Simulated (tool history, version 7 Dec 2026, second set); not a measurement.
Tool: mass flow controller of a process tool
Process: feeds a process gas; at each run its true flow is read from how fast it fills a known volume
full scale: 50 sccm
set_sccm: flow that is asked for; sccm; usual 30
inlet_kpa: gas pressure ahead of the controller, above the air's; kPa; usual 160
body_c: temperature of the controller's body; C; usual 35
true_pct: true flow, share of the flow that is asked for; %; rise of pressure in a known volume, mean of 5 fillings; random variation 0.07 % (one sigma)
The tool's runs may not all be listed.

run    hour  set_sccm  inlet_kpa  body_c  true_pct
  1     0.0        30        160      35     97.21
  2   223.9        30        160      35     97.27
  3   387.0        30        160      35     97.12
  4   585.6        30        160      39     96.85
  5   835.2        30        160      39     96.64
  6  1051.3        30        160      39     96.56
  7  1308.7        24        160      39     95.86
  8  1533.1        24        160      39     95.77
  9  1754.2        24        160      39     95.85
 10  1877.2        24        160      39     95.76
 11  2120.0        38        160      35     97.06
 12  2350.3        30        160      36     96.33
 13  2566.2        30        160      36     96.06
 14  2708.9        30        160      35     96.18
 15  2973.5        30        160      35     95.98
 16  3146.9        30        160      35     95.93
 17  3328.9        30        160      35     95.87
 18  3585.9        30        160      34     95.98
 19  3796.4        30        160      34     95.87
 20  3956.7         7        160      24     92.90
 21  4099.3        30        163      32     95.80
 22  4282.5        30        163      25     96.44
 23  4480.1        30        163      25     96.23
 24  4701.8         7        163      39     91.03
 25  4920.5         7        143      36     90.86
 26  5086.7        28        280      36     95.84
 27  5209.4        28        280      36     95.81
 28  5420.0        43        160      32     96.47
 29  5582.1        43        160      32     96.44
 30  5846.0        23        147      24     96.21
 31  6115.3        23        264      33     96.09
 32  6340.3        39        154      24     97.01
 33  6473.8        15        162      29     94.86
 34  6724.8        30        267      26     96.95
 35  6976.4        37        191      35     96.14
 36  7106.4        15        152      26     94.84

Not shown: 1 entry that the log had between the listed runs. Between which runs, and how does the tool's hidden state differ before and after?
Between runs 29 and 30: controller's zero set anew (hour 5819.8)
  flow at rest that the sensor doesn't see, % of full scale: -0.545 -> -0.037; true flow over the shown one, %: -1.66 -> -1.73
  measured less the result without the state, true_pct: -2.30 -> -1.81 %
